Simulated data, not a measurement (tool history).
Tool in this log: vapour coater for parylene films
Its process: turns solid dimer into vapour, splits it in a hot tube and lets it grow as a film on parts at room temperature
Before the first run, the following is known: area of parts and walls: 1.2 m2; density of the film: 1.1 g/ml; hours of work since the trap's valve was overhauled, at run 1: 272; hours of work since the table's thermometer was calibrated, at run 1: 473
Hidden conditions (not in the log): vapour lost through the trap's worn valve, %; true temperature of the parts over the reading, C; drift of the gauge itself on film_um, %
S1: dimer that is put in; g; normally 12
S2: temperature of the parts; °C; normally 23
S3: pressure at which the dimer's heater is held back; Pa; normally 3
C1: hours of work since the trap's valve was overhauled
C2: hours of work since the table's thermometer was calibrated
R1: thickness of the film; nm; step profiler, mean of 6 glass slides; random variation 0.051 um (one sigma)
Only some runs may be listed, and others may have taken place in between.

run	day	S1	S2	S3	C1	C2	R1
1	0	12	23	3	272	473	5270
# day 0.333: trap's valve overhauled
2	1.179	15	23	3	13	489	7320
3	1.983	15	23	2.43	25	501	7540
4	2.904	15	23	2.43	39	515	7580
5	4.104	15	23	2.43	58	533	7410
6	5.346	15	23	2.43	77	552	7450
7	5.933	15	23	2.43	85	561	7350
8	6.571	5	23	3	95	571	2380
9	7.883	5	23	3	115	591	2340
10	9.271	5	23	3	136	612	2330
11	10.304	7	23	3	152	628	3150
12	11.117	12	23	3	165	641	5550
13	12.038	12	23	3.09	179	655	5440
14	12.725	12	23	3	189	665	5480
15	13.967	12	23	3	208	684	5350
16	14.571	12	23	3	217	693	5370
17	15.442	21	21	3.87	231	707	9810
18	16.346	21	21	3.87	245	720	9900
19	17.654	8	23	2.84	264	740	3520
# day 17.758: table's thermometer calibrated
# day 18.488: trap's valve overhauled
20	18.967	7	32	4.85	7	16	2080
# day 19.85: table's thermometer calibrated, once more
21	19.946	7	32	4.47	22	1	2000
22	21.054	12	23	3	39	18	5700
23	21.821	6	15	2.81	50	30	4330
24	22.517	6	15	2.81	61	41	4260
25	23.462	5	24	2.81	75	55	2280
26	24.567	6	24	3.25	92	72	2610
27	25.625	8	24	2.24	108	88	3760
28	26.654	8	24	2.24	124	104	3640
29	27.842	8	24	2.24	142	122	3620
30	28.567	8	24	2.24	153	133	3640
31	29.858	8	24	2.24	173	153	3680
32	30.9	8	22	2.83	189	169	3820

The logged runs with the hidden state left out (each run's random variation unchanged):
run	R1
1	5810
2	7220
3	7470
4	7560
5	7450
6	7550
7	7480
8	2430
9	2410
10	2420
11	3300
12	5850
13	5760
14	5830
15	5740
16	5790
17	10640
18	10800
19	3880
20	2030
21	2010
22	5750
23	4390
24	4340
25	2340
26	2700
27	3910
28	3810
29	3820
30	3860
31	3930
32	4110
